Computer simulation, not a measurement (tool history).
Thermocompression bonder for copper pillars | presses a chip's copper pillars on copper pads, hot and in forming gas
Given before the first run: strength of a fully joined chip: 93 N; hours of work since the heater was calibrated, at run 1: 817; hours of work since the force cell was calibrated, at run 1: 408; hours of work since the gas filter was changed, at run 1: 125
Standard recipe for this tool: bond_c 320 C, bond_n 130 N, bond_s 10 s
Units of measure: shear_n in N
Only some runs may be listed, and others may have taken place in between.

run   hour  bond_c  bond_n  bond_s  hours of work since the heater was calibrated  hours of work since the force cell was calibrated  hours of work since the gas filter was changed  shear_n
  1      0     320     130      10                                            817                                                408                                             125     58.5
  2   11.2     320     130      10                                            825                                                416                                             133     57.7
  3   24.4     320     130      10                                            835                                                426                                             143     57.5
  4   39.4     320     130      10                                            846                                                436                                             154     58.5
  5   47.2     320     130      10                                            851                                                442                                             159     57.8
  6   61.4     320     109      10                                            862                                                453                                             170     50.8
  7   76.3     320     109      10                                            872                                                463                                             181     49.7
  8   91.6     320     109      10                                            884                                                474                                             192     50.5
  9    107     320     130      25                                            895                                                486                                             203     71.7
     109.3  -- force cell calibrated
 10    120     320     130      25                                            903                                                  8                                             211     73.9
 11  126.9     320     130      25                                            908                                                 13                                             216     72.1
 12  141.6     320     130      10                                            919                                                 24                                             227     59.2
 13  150.8     320     130      10                                            926                                                 30                                             234     58.4
 14  160.9     320     130      10                                            933                                                 38                                             241     58.7

Forecast run 15:
 15  174.2     320      89      14                                            943                                                 47                                             251        ?

shear_n: 46.7 N
The same run, on a tool lacking any hidden state, would have yielded shear_n 45.1 N.

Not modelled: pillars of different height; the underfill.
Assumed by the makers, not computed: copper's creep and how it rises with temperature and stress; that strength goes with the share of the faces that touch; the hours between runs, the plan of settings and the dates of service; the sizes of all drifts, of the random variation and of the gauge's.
